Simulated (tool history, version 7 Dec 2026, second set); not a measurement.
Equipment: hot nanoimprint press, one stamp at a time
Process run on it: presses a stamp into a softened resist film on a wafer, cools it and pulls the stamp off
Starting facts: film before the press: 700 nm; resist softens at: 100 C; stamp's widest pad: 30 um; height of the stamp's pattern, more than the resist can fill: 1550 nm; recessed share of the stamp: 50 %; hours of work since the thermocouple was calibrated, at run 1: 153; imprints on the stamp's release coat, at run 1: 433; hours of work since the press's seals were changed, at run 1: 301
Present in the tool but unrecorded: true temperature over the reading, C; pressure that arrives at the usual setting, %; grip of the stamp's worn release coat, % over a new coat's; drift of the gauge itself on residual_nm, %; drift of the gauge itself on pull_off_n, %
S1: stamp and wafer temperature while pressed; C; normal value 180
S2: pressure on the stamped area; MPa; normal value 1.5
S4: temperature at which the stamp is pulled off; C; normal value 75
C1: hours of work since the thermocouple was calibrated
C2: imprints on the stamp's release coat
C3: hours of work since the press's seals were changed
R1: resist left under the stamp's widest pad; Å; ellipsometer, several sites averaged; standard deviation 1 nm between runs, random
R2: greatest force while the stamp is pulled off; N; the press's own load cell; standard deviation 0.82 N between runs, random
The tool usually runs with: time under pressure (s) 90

{"run": 1, "hour": 0.0, "S1": 180, "S2": 1.5, "time under pressure (s)": 90, "S4": 75, "C1": 153, "C2": 433, "C3": 301, "R1": 4067, "R2": 157.8}
{"run": 2, "hour": 7.8, "S1": 180, "S2": 1.5, "time under pressure (s)": 90, "S4": 75, "C1": 159, "C2": 460, "C3": 307, "R1": 4045, "R2": 157.2}
{"run": 3, "hour": 12.8, "S1": 180, "S2": 1.5, "time under pressure (s)": 90, "S4": 75, "C1": 163, "C2": 478, "C3": 311, "R1": 4074, "R2": 156.5}
{"run": 4, "hour": 24.2, "S1": 180, "S2": 1.5, "time under pressure (s)": 130, "S4": 75, "C1": 172, "C2": 517, "C3": 320, "R1": 3582, "R2": 157}
{"run": 5, "hour": 33.5, "S1": 180, "S2": 1.5, "time under pressure (s)": 130, "S4": 75, "C1": 180, "C2": 550, "C3": 328, "R1": 3578, "R2": 157.2}
{"run": 6, "hour": 41.1, "S1": 180, "S2": 1.5, "time under pressure (s)": 130, "S4": 75, "C1": 186, "C2": 576, "C3": 334, "R1": 3594, "R2": 158.2}
{"run": 7, "hour": 48.4, "S1": 180, "S2": 1.5, "time under pressure (s)": 83, "S4": 75, "C1": 191, "C2": 602, "C3": 339, "R1": 4168, "R2": 155.8}
{"run": 8, "hour": 54.4, "S1": 180, "S2": 1.5, "time under pressure (s)": 83, "S4": 75, "C1": 196, "C2": 623, "C3": 344, "R1": 4157, "R2": 157.9}
{"run": 9, "hour": 64.3, "S1": 180, "S2": 1.5, "time under pressure (s)": 83, "S4": 75, "C1": 204, "C2": 657, "C3": 352, "R1": 4179, "R2": 157}
{"hour": 71.3, "done": "stamp cleaned and given a new release coat"}
{"run": 10, "hour": 79.0, "S1": 180, "S2": 1.5, "time under pressure (s)": 83, "S4": 75, "C1": 211, "C2": 27, "C3": 359, "R1": 4169, "R2": 157.7}
{"run": 11, "hour": 85.8, "S1": 180, "S2": 1.5, "time under pressure (s)": 90, "S4": 74, "C1": 216, "C2": 51, "C3": 364, "R1": 4078, "R2": 162.1}
{"run": 12, "hour": 94.5, "S1": 180, "S2": 1.5, "time under pressure (s)": 90, "S4": 74, "C1": 223, "C2": 81, "C3": 371, "R1": 4056, "R2": 160.7}
{"run": 13, "hour": 101.0, "S1": 180, "S2": 1.5, "time under pressure (s)": 90, "S4": 74, "C1": 228, "C2": 104, "C3": 376, "R1": 4079, "R2": 162}
{"run": 14, "hour": 108.3, "S1": 180, "S2": 1.5, "time under pressure (s)": 122, "S4": 75, "C1": 234, "C2": 129, "C3": 382, "R1": 3666, "R2": 157.4}
{"run": 15, "hour": 119.5, "S1": 180, "S2": 1.5, "time under pressure (s)": 122, "S4": 75, "C1": 242, "C2": 168, "C3": 390, "R1": 3681, "R2": 156.6}
{"run": 16, "hour": 124.2, "S1": 180, "S2": 1.92, "time under pressure (s)": 89, "S4": 75, "C1": 246, "C2": 185, "C3": 394, "R1": 3721, "R2": 157.2}
{"run": 17, "hour": 132.7, "S1": 180, "S2": 1.92, "time under pressure (s)": 112, "S4": 75, "C1": 253, "C2": 214, "C3": 401, "R1": 3437, "R2": 157.7}
{"run": 18, "hour": 142.2, "S1": 180, "S2": 1.5, "time under pressure (s)": 96, "S4": 75, "C1": 260, "C2": 247, "C3": 408, "R1": 3989, "R2": 158.2}
{"run": 19, "hour": 147.4, "S1": 180, "S2": 1.92, "time under pressure (s)": 90, "S4": 75, "C1": 264, "C2": 265, "C3": 412, "R1": 3712, "R2": 157.1}
{"run": 20, "hour": 153.9, "S1": 172, "S2": 1.92, "time under pressure (s)": 90, "S4": 78, "C1": 269, "C2": 288, "C3": 417, "R1": 5101, "R2": 144.5}
{"run": 21, "hour": 161.8, "S1": 172, "S2": 1.92, "time under pressure (s)": 90, "S4": 78, "C1": 276, "C2": 316, "C3": 424, "R1": 5087, "R2": 145.1}
{"run": 22, "hour": 167.1, "S1": 172, "S2": 1.9, "time under pressure (s)": 73, "S4": 78, "C1": 280, "C2": 334, "C3": 428, "R1": 5336, "R2": 144.3}
{"run": 23, "hour": 174.8, "S1": 172, "S2": 1.9, "time under pressure (s)": 73, "S4": 78, "C1": 286, "C2": 361, "C3": 434, "R1": 5345, "R2": 145.9}
{"run": 24, "hour": 181.0, "S1": 172, "S2": 1.9, "time under pressure (s)": 73, "S4": 78, "C1": 291, "C2": 382, "C3": 439, "R1": 5324, "R2": 143.5}
{"run": 25, "hour": 185.8, "S1": 175, "S2": 1.06, "time under pressure (s)": 61, "S4": 83, "C1": 294, "C2": 399, "C3": 442, "R1": 5740, "R2": 125.6}
{"run": 26, "hour": 197.4, "S1": 182, "S2": 1.5, "time under pressure (s)": 96, "S4": 75, "C1": 304, "C2": 440, "C3": 452, "R1": 3648, "R2": 156.5}
{"run": 27, "hour": 205.0, "S1": 180, "S2": 2.11, "time under pressure (s)": 79, "S4": 74, "C1": 309, "C2": 466, "C3": 457, "R1": 3751, "R2": 161.1}
{"run": 28, "hour": 212.7, "S1": 180, "S2": 2.11, "time under pressure (s)": 79, "S4": 74, "C1": 316, "C2": 493, "C3": 464, "R1": 3762, "R2": 161}
{"run": 29, "hour": 218.7, "S1": 180, "S2": 1.22, "time under pressure (s)": 169, "S4": 74, "C1": 320, "C2": 514, "C3": 468, "R1": 3555, "R2": 160.6}

Here are 3 independent what-if runs from the current tool condition. What would each one return?
{"run": "A", "hour": 225.7, "S1": 180, "S2": 1.22, "time under pressure (s)": 89, "S4": 74, "C1": 326, "C2": 538, "C3": 474, "R1": "?", "R2": "?"}
{"run": "B", "hour": 225.7, "S1": 173, "S2": 1.5, "time under pressure (s)": 121, "S4": 77, "C1": 326, "C2": 538, "C3": 474, "R1": "?", "R2": "?"}
{"run": "C", "hour": 225.7, "S1": 180, "S2": 1.5, "time under pressure (s)": 90, "S4": 65, "C1": 326, "C2": 538, "C3": 474, "R1": "?", "R2": "?"}

run=A R1=4386 R2=162
run=B R1=4878 R2=150.6
run=C R1=4085 R2=198.8
Had the tool no hidden state, the same runs would have come out as:
run=A R1=4383 R2=161.8
run=B R1=4876 R2=150.4
run=C R1=4083 R2=198.5

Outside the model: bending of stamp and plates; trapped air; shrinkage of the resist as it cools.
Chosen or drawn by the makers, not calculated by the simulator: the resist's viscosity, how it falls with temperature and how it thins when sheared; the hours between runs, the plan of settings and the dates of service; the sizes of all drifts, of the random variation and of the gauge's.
